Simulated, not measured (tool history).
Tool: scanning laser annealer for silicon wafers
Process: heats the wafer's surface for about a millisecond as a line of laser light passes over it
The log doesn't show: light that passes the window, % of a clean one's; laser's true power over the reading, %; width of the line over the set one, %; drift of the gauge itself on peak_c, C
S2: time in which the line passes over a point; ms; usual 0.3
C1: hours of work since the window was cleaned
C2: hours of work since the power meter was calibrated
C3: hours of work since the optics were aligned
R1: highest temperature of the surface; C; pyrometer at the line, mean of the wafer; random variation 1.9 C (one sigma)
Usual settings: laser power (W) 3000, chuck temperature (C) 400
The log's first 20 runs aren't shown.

Run 21, day 6.979: usual settings but laser power (W) 3205, S2 0.341 ms, chuck temperature (C) 369; C1 189; C2 189; C3 747. Result: R1 1199 C.
Run 22, day 7.188: usual settings but laser power (W) 2737, S2 0.25 ms, chuck temperature (C) 397; C1 191; C2 191; C3 749. Result: R1 964 C.
Run 23, day 7.529: usual settings but laser power (W) 2737, S2 0.25 ms, chuck temperature (C) 397; C1 196; C2 196; C3 753. Result: R1 965 C.
Run 24, day 7.867: usual settings but laser power (W) 2737, S2 0.25 ms, chuck temperature (C) 397; C1 199; C2 199; C3 757. Result: R1 962 C.
Run 25, day 8.162: usual settings but laser power (W) 3250, S2 0.371 ms, chuck temperature (C) 376; C1 203; C2 203; C3 761. Result: R1 1259 C.
Run 26, day 8.529: usual settings but laser power (W) 2630, S2 0.34 ms, chuck temperature (C) 384; C1 207; C2 207; C3 765. Result: R1 1017 C.
Run 27, day 8.917: usual settings but laser power (W) 2630, S2 0.34 ms, chuck temperature (C) 384; C1 212; C2 212; C3 769. Result: R1 1018 C.
Run 28, day 9.408: usual settings but laser power (W) 2630, S2 0.34 ms, chuck temperature (C) 384; C1 218; C2 218; C3 775. Result: R1 1021 C.
Run 29, day 9.912: usual settings but laser power (W) 2630, S2 0.34 ms, chuck temperature (C) 384; C1 224; C2 224; C3 781. Result: R1 1019 C.
Run 30, day 10.35: usual settings but laser power (W) 2630, S2 0.34 ms, chuck temperature (C) 384; C1 229; C2 229; C3 786. Result: R1 1018 C.
Run 31, day 10.808: usual settings but laser power (W) 2975, S2 0.255 ms, chuck temperature (C) 371; C1 234; C2 234; C3 792. Result: R1 1009 C.
Run 32, day 11.288: usual settings but S2 0.246 ms; C1 240; C2 240; C3 797. Result: R1 1032 C.

The next listed run, before its measurement:
Run 33, day 11.538: usual settings but laser power (W) 3159, S2 0.319 ms; C1 243; C2 243; C3 800. Result: R1 ?.

Run 33 gave R1 1182 C.
Without the tool's hidden state the same run would have given R1 1183 C.
